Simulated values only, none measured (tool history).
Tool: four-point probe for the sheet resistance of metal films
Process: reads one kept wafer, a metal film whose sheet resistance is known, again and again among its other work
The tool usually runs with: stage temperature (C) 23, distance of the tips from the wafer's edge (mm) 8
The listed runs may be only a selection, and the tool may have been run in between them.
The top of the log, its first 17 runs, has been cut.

run     day  stage temperature (C)  distance of the tips from the wafer's edge (mm)  sheet resistance as the instrument gives it (ohm/square)
 18  37.338                     23                                                4                                                  0.404497
 19  39.338                     23                                                4                                                  0.404511
 20  42.246                     23                                                4                                                  0.404637
 21  43.662                     23                                                8                                                  0.395034
 22  45.675                     23                                                8                                                  0.395295
 23  48.667                     18                                                8                                                   0.39572
 24  50.133                     21                                               13                                                  0.393491
 25  51.792                     20                                               21                                                  0.392799
 26  53.858                     21                                                6                                                  0.397892
 27   55.55                     21                                                6                                                  0.398093
 28  58.021                     24                                               45                                                   0.39206
 29  60.358                     20                                               47                                                  0.392379
 30  63.104                     20                                               47                                                  0.392503
 31  65.029                     20                                               47                                                  0.392421
 32  67.271                     31                                               34                                                  0.391603
 33  69.912                     23                                               39                                                  0.392261

Expected results for the next run?
 34  71.812                     26                                                3                                                         ?

sheet resistance as the instrument gives it (ohm/square): 0.413967
If the tool had no hidden condition, the same run with the same run-to-run variation would have returned sheet resistance as the instrument gives it (ohm/square) 0.410806.
